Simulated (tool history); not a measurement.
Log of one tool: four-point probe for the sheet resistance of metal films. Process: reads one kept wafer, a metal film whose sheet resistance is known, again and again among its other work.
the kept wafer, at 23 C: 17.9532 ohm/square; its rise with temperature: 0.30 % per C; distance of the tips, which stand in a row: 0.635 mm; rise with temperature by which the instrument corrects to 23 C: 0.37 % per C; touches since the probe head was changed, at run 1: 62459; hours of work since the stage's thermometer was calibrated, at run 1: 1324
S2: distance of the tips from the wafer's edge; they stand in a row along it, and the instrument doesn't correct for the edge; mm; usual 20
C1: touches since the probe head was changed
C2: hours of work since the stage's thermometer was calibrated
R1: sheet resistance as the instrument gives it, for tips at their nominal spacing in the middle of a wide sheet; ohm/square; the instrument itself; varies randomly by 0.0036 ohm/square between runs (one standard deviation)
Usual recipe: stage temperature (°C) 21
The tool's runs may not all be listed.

{"run": 1, "day": 0.0, "stage temperature (°C)": 21, "S2": 20, "C1": 62459, "C2": 1324, "R1": 18.024898}
{"day": 1.383, "done": "stage's thermometer calibrated"}
{"run": 2, "day": 5.604, "stage temperature (°C)": 21, "S2": 20, "C1": 65930, "C2": 52, "R1": 18.036746}
{"run": 3, "day": 10.825, "stage temperature (°C)": 21, "S2": 20, "C1": 69175, "C2": 115, "R1": 18.043161}
{"run": 4, "day": 14.45, "stage temperature (°C)": 21, "S2": 20, "C1": 71426, "C2": 160, "R1": 18.044831}
{"run": 5, "day": 19.408, "stage temperature (°C)": 21, "S2": 20, "C1": 74508, "C2": 220, "R1": 18.043668}
{"run": 6, "day": 24.575, "stage temperature (°C)": 19, "S2": 20, "C1": 77719, "C2": 283, "R1": 18.076617}
{"run": 7, "day": 29.508, "stage temperature (°C)": 21, "S2": 20, "C1": 80785, "C2": 344, "R1": 18.052514}
{"run": 8, "day": 32.088, "stage temperature (°C)": 21, "S2": 20, "C1": 82389, "C2": 375, "R1": 18.052804}
{"run": 9, "day": 36.596, "stage temperature (°C)": 22, "S2": 20, "C1": 85190, "C2": 430, "R1": 18.042086}
{"run": 10, "day": 41.162, "stage temperature (°C)": 22, "S2": 20, "C1": 88027, "C2": 486, "R1": 18.040965}
{"run": 11, "day": 44.342, "stage temperature (°C)": 28, "S2": 12, "C1": 90003, "C2": 525, "R1": 17.986751}
{"run": 12, "day": 47.662, "stage temperature (°C)": 21, "S2": 16, "C1": 92066, "C2": 566, "R1": 18.063547}
{"run": 13, "day": 53.096, "stage temperature (°C)": 25, "S2": 3, "C1": 95445, "C2": 632, "R1": 18.426237}
{"run": 14, "day": 55.95, "stage temperature (°C)": 25, "S2": 3, "C1": 97218, "C2": 667, "R1": 18.427816}
{"run": 15, "day": 61.804, "stage temperature (°C)": 25, "S2": 3, "C1": 100856, "C2": 738, "R1": 18.429695}
{"run": 16, "day": 67.633, "stage temperature (°C)": 25, "S2": 3, "C1": 104479, "C2": 810, "R1": 18.434589}
{"run": 17, "day": 72.933, "stage temperature (°C)": 19, "S2": 3, "C1": 107772, "C2": 874, "R1": 18.50557}

Measured result minus the same run's result without the hidden state. Both carry the same run-to-run variation, though not necessarily the same gauge scatter:
The hidden state here: inner tips' distance over the nominal, %; tips' flats over new ones', %; wafer's true temperature over the reading, C; drift of the gauge itself on sheet_ohm, %.
run=1 R1=+0.042159
run=2 R1=+0.051706
run=3 R1=+0.053766
run=4 R1=+0.055270
run=5 R1=+0.057280
run=6 R1=+0.059528
run=7 R1=+0.061642
run=8 R1=+0.062755
run=9 R1=+0.064481
run=10 R1=+0.066384
run=11 R1=+0.067603
run=12 R1=+0.069134
run=13 R1=+0.072552
run=14 R1=+0.073665
run=15 R1=+0.076336
run=16 R1=+0.078840
run=17 R1=+0.081313

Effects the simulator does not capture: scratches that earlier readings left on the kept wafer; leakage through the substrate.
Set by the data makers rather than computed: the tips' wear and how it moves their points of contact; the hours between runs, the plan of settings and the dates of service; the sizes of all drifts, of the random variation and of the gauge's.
